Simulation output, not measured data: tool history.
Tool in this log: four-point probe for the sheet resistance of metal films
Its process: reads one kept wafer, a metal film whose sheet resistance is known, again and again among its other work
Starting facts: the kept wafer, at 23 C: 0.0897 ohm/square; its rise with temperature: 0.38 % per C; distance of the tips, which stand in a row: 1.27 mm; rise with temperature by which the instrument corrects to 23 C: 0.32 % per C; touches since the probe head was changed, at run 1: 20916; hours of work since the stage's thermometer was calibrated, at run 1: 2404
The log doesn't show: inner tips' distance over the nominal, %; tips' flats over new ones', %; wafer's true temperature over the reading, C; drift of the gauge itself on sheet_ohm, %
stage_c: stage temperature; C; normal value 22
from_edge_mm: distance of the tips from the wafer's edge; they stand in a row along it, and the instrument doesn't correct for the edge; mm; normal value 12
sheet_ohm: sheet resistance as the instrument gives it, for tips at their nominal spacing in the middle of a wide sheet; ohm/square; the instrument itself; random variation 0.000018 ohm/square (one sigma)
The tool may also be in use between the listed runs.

run,hour,stage_c,from_edge_mm,touches since the probe head was changed,hours of work since the stage's thermometer was calibrated,sheet_ohm
1,0,22,12,20916,2404,0.090371
# hour 27.2: stage's thermometer calibrated
2,82.7,22,12,23351,33,0.09059
3,175,24,12,26085,89,0.090711
4,266.7,24,18,28800,144,0.090438
5,323.6,24,18,30485,179,0.090422
6,428.8,24,16,33599,242,0.090507
7,516.3,24,16,36192,295,0.090511
8,592.3,22,5,38442,340,0.09315
9,662.1,22,5,40509,383,0.093157
10,761.2,19,12,43444,442,0.090509
11,816,19,12,45068,475,0.09056
12,908.9,22,12,47819,531,0.09074
13,974.1,22,3,49750,571,0.0981
14,1061.3,22,12,52334,623,0.090753
15,1127.4,22,12,54290,663,0.090783
16,1185.4,22,12,56008,698,0.090805
17,1241.5,22,12,57669,732,0.090764
18,1346,18,12,60764,795,0.090586
19,1425.2,18,12,63110,842,0.090556
20,1507.2,18,12,65537,892,0.090629
21,1608.7,18,12,68543,953,0.090624
# hour 1686.9: new probe head fitted
22,1709,18,12,654,1013,0.090205
23,1779.3,29,19,2736,1055,0.090554
24,1888.8,31,31,5980,1121,0.090547
25,1939.2,31,31,7473,1151,0.090567
26,1985.4,31,31,8840,1179,0.090568
27,2078.4,31,31,11596,1235,0.09059
28,2172.7,28,47,14388,1292,0.090374

The next listed run, before its measurement:
29,2231.2,28,12,16120,1327,?

sheet_ohm: 0.090935 ohm/square
With the hidden condition absent and the run-to-run variation left alone, this run would have shown sheet_ohm 0.090553 ohm/square.
